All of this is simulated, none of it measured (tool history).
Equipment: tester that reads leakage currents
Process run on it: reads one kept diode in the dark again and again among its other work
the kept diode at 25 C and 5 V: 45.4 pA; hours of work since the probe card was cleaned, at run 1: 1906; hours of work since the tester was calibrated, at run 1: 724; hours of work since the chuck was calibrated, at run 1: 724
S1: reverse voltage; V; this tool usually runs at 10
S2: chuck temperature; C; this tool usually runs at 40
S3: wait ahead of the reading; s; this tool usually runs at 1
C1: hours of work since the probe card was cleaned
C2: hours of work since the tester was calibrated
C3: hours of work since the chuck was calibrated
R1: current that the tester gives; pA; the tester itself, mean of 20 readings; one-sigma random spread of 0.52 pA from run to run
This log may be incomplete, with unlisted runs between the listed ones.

run	hour	S1	S2	S3	C1	C2	C3	R1
1	0	10	40	1	1906	724	724	181.64
2	158.4	10	40	1	1983	800	800	181.9
3	270	10	39	1	2038	855	855	169.55
# hour 311.1: chuck's temperature calibrated
# hour 405.5: probe card cleaned and baked
4	458.4	17	40	1	26	944	70	206.6
5	653.5	10	40	3.19	120	1039	165	168.7
6	853.4	10	40	3.19	218	1136	262	167.57
7	989.4	10	40	3.19	284	1202	328	166.56
8	1131.9	1	40	3.19	353	1271	397	71.27
9	1280.3	1	40	3.19	425	1343	469	71.32
10	1443.2	1	40	3.19	504	1422	549	70.04
11	1603.9	10	35	1	582	1500	627	119.63
12	1819.5	10	35	1	687	1605	731	119.41
13	2056.2	10	35	1	802	1720	846	118.67
# hour 2128.1: chuck's temperature calibrated
14	2272.2	10	35	1	906	1824	70	135.42
15	2504.4	10	35	1	1019	1937	183	134.73
16	2698.6	10	51	1	1113	2031	277	365.46
17	2826.5	10	40	7.27	1175	2094	339	180.23
18	2946.1	10	40	7.27	1234	2152	397	180.48
19	3145	10	40	1	1330	2248	494	181.33
20	3323.3	10	40	1	1417	2335	581	181.06
21	3542.6	1.2	29	5.01	1523	2442	687	36.21
22	3779	1.1	27	2.57	1638	2556	802	29.92

Run 23 comes next. What will it give?
# hour 3937.7: chuck's temperature calibrated
23	3937.7	1.1	50	0.38	1714	2633	0	?

R1: 160.27 pA
On a tool with no hidden condition, and with the same random variation, this run would have come out at R1 152.54 pA.

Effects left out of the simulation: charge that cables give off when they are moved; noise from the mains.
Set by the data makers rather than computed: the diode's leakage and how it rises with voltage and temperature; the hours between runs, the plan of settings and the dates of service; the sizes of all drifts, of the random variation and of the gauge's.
